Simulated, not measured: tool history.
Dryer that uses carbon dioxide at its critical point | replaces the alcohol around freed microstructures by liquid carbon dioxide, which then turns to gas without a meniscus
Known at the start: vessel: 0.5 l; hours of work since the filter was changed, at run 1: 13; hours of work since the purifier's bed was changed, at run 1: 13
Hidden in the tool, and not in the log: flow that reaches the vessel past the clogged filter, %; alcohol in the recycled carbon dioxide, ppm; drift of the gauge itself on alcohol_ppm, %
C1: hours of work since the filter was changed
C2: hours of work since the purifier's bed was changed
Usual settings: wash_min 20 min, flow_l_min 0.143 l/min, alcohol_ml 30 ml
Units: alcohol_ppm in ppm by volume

run 1 hour=0 | wash_min=20 flow_l_min=0.143 alcohol_ml=30 | C1=13 C2=13 | alcohol_ppm=280
run 2 hour=9.8 | wash_min=20 flow_l_min=0.143 alcohol_ml=30 | C1=20 C2=20 | alcohol_ppm=271
run 3 hour=29.2 | wash_min=20 flow_l_min=0.143 alcohol_ml=30 | C1=34 C2=34 | alcohol_ppm=272
run 4 hour=47.1 | wash_min=20 flow_l_min=0.143 alcohol_ml=51 | C1=46 C2=46 | alcohol_ppm=503
run 5 hour=62.8 | wash_min=20 flow_l_min=0.143 alcohol_ml=51 | C1=58 C2=58 | alcohol_ppm=500
run 6 hour=81.7 | wash_min=14 flow_l_min=0.143 alcohol_ml=30 | C1=71 C2=71 | alcohol_ppm=1510
run 7 hour=95.4 | wash_min=14 flow_l_min=0.143 alcohol_ml=30 | C1=81 C2=81 | alcohol_ppm=1537
run 8 hour=111.5 | wash_min=14 flow_l_min=0.143 alcohol_ml=30 | C1=92 C2=92 | alcohol_ppm=1562
run 9 hour=125.6 | wash_min=14 flow_l_min=0.143 alcohol_ml=30 | C1=102 C2=102 | alcohol_ppm=1606
run 10 hour=139.7 | wash_min=14 flow_l_min=0.143 alcohol_ml=67 | C1=112 C2=112 | alcohol_ppm=3733
run 11 hour=148.6 | wash_min=20 flow_l_min=0.203 alcohol_ml=120 | C1=118 C2=118 | alcohol_ppm=184
run 12 hour=161.8 | wash_min=28 flow_l_min=0.143 alcohol_ml=20 | C1=127 C2=127 | alcohol_ppm=47
run 13 hour=170.7 | wash_min=21 flow_l_min=0.143 alcohol_ml=40 | C1=134 C2=134 | alcohol_ppm=390
run 14 hour=180.9 | wash_min=21 flow_l_min=0.133 alcohol_ml=40 | C1=141 C2=141 | alcohol_ppm=574
run 15 hour=190.1 | wash_min=21 flow_l_min=0.133 alcohol_ml=40 | C1=147 C2=147 | alcohol_ppm=575
run 16 hour=202.9 | wash_min=17 flow_l_min=0.143 alcohol_ml=98 | C1=156 C2=156 | alcohol_ppm=2651
run 17 hour=212.9 | wash_min=17 flow_l_min=0.143 alcohol_ml=98 | C1=163 C2=163 | alcohol_ppm=2689

3 ways to go on from here, each from the tool as it stands after run 17. What would each give?
run A hour=223.9 | wash_min=25 flow_l_min=0.143 alcohol_ml=21 | C1=171 C2=171 | alcohol_ppm=?
run B hour=223.9 | wash_min=18 flow_l_min=0.143 alcohol_ml=98 | C1=171 C2=171 | alcohol_ppm=?
run C hour=223.9 | wash_min=20 flow_l_min=0.143 alcohol_ml=61 | C1=171 C2=171 | alcohol_ppm=?

run=A alcohol_ppm=98
run=B alcohol_ppm=2228
run=C alcohol_ppm=812
Without the tool's hidden state the same runs would have given:
run=A alcohol_ppm=47
run=B alcohol_ppm=1417
run=C alcohol_ppm=483
